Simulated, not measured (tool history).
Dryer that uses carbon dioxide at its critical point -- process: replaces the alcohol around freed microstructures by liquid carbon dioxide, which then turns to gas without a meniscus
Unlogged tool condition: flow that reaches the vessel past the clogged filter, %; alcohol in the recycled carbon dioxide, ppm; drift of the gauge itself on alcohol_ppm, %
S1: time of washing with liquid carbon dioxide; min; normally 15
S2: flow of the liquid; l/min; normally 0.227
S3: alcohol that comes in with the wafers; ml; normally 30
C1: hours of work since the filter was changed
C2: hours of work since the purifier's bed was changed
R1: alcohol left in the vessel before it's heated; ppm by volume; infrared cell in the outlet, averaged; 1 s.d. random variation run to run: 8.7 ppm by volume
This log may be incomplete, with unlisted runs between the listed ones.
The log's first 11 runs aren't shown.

Run 12, hour 110.4: usual settings but S3 24 ml; C1 71; C2 276. Result: R1 453 ppm by volume.
Run 13, hour 119.2: usual settings; C1 74; C2 280. Result: R1 553 ppm by volume.
Run 14, hour 132.7: usual settings but S3 39 ml; C1 80; C2 286. Result: R1 695 ppm by volume.
Run 15, hour 140.7: usual settings but S2 0.311 l/min; C1 83; C2 289. Result: R1 114 ppm by volume.
Run 16, hour 152.0: usual settings but S2 0.311 l/min; C1 88; C2 294. Result: R1 107 ppm by volume.
Run 17, hour 162.0: usual settings but S3 64 ml; C1 93; C2 298. Result: R1 1161 ppm by volume.
Run 18, hour 174.7: usual settings but S1 14 min, S3 64 ml; C1 98; C2 304. Result: R1 1567 ppm by volume.
Run 19, hour 185.7: usual settings but S3 51 ml; C1 103; C2 308. Result: R1 917 ppm by volume.
Run 20, hour 197.3: usual settings; C1 108; C2 313. Result: R1 563 ppm by volume.
Run 21, hour 208.3: usual settings but S1 14 min, S2 0.355 l/min, S3 87 ml; C1 112; C2 318. Result: R1 180 ppm by volume.

What will run 22 give?
Run 22, hour 217.7: usual settings but S1 14 min, S2 0.355 l/min, S3 87 ml; C1 117; C2 322. Result: R1 ?.

R1: 168 ppm by volume
If the tool had no hidden condition, the same run with the same run-to-run variation would have returned R1 117 ppm by volume.
